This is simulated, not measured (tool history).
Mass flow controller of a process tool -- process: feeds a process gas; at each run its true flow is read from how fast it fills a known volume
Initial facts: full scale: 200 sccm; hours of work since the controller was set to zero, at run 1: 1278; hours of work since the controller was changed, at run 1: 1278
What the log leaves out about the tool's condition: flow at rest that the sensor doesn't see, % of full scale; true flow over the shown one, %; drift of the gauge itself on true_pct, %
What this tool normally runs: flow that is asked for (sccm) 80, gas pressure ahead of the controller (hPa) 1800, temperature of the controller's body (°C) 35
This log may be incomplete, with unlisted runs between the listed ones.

run	hour	flow that is asked for (sccm)	gas pressure ahead of the controller (hPa)	temperature of the controller's body (°C)	hours of work since the controller was set to zero	hours of work since the controller was changed	true flow (%)
1	0.0	80	1800	35	1278	1278	99.02
2	75.0	80	1800	35	1302	1302	98.94
3	150.5	80	1800	35	1326	1326	98.92
4	214.1	80	1800	35	1347	1347	99.02
5	289.2	80	1860	35	1371	1371	99.01
6	361.0	80	1800	35	1393	1393	98.94
7	434.1	80	1800	35	1417	1417	99.08
8	476.8	80	1800	35	1430	1430	99.03
9	537.4	80	1800	35	1450	1450	98.92
10	615.6	80	1800	35	1475	1475	98.76
11	679.5	80	1800	35	1495	1495	98.90
12	731.1	33	2230	28	1512	1512	98.20
13	801.5	33	2230	28	1534	1534	98.19
14	858.6	80	1460	33	1552	1552	98.78
15	899.2	53	1520	38	1565	1565	98.23
16	977.8	53	1520	38	1590	1590	98.29
17	1016.3	80	1410	35	1603	1603	98.78
18	1059.4	86	1800	35	1617	1617	98.88
19	1120.3	56	1800	31	1636	1636	98.51
20	1174.1	21	1980	28	1653	1653	97.23
21	1243.8	21	1980	28	1675	1675	97.13

The next listed run, before its measurement:
22	1286.5	59	1560	24	1689	1689	?

true flow (%): 98.82
Without the tool's hidden state the same run would have given true flow (%) 99.80.

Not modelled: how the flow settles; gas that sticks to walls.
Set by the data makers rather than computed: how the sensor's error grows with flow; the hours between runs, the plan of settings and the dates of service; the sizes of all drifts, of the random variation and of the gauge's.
